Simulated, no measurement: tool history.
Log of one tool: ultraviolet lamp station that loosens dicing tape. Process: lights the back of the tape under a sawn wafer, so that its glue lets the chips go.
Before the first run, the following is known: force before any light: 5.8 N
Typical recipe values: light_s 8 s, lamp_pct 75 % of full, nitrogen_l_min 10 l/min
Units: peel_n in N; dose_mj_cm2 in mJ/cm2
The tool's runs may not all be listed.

run   hour  light_s  lamp_pct  nitrogen_l_min  peel_n  dose_mj_cm2
  1    0.0        8        75              10   0.268          458
  2   13.6        8        87              10   0.207          526
  3   24.6        8        75              10   0.275          454
  4   34.7        8        75              10   0.266          452
      39.1  -- window cleaned of glue's vapour
  5   40.9        8        75              10   0.267          447
  6   50.5        8        75              10   0.263          452
  7   57.5        8        75              10   0.264          453
  8   64.1        8        75              10   0.280          453
  9   71.2       12        78              10   0.137          702
 10   82.6        5        75               9   0.754          286
 11   95.4        7        74               3   0.926          388
 12  101.9       11        68              17   0.135          564
 13  113.1        8        97               9   0.187          583
 14  126.1       11        72               9   0.169          601
 15  132.7       10        72               9   0.216          541

Consider 3 possible next runs. They are alternatives, not a sequence: every one starts from the tool as it was left by run 15. What does each give?
  A  140.0        4        69              20       ?            ?
  B  140.0       11        61               3       ?            ?
  C  140.0        5        97              12       ?            ?

run  peel_n  dose_mj_cm2
  A   0.832          207
  B   0.591          509
  C   0.380          369
Take away the tool's hidden state, keep each run's random variation, and the runs would have read:
run  peel_n  dose_mj_cm2
  A   0.831          207
  B   0.590          509
  C   0.379          370

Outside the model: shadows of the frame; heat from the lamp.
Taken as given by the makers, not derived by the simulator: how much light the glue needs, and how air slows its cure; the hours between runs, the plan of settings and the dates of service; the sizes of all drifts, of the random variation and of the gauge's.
